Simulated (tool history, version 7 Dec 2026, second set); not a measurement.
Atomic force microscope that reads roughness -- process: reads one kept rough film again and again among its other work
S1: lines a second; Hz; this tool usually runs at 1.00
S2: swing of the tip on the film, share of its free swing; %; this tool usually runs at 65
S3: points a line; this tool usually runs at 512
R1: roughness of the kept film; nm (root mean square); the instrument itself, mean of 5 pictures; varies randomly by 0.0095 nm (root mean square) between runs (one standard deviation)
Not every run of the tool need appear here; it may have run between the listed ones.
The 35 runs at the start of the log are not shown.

| run | day | S1 | S2 | S3 | R1 |
|---|---|---|---|---|---|
| 36 | 47.529 | 3.11 | 78 | 747 | 1.698 |
| 37 | 49.092 | 3.11 | 78 | 747 | 1.686 |
|  | 49.983 | new tip fitted |
| 38 | 50.125 | 0.61 | 59 | 263 | 2.192 |
| 39 | 51.125 | 0.88 | 68 | 292 | 2.133 |
| 40 | 52.867 | 1.84 | 71 | 512 | 1.982 |
| 41 | 54.271 | 1.84 | 73 | 512 | 1.946 |
| 42 | 55.050 | 0.67 | 79 | 421 | 2.066 |
| 43 | 56.421 | 0.67 | 79 | 421 | 2.032 |
| 44 | 57.367 | 1.00 | 83 | 501 | 1.918 |

Below are 3 alternative next runs, each starting from the tool's condition after run 44. Predict each:
| A | 58.275 | 0.86 | 76 | 276 | ? |
| B | 58.275 | 1.00 | 72 | 512 | ? |
| C | 58.275 | 0.63 | 83 | 501 | ? |

| run | R1 |
|---|---|
| A | 1.989 |
| B | 2.000 |
| C | 1.993 |
Had the tool no hidden state, the same runs would have come out as:
| run | R1 |
|---|---|
| A | 2.097 |
| B | 2.109 |
| C | 2.102 |

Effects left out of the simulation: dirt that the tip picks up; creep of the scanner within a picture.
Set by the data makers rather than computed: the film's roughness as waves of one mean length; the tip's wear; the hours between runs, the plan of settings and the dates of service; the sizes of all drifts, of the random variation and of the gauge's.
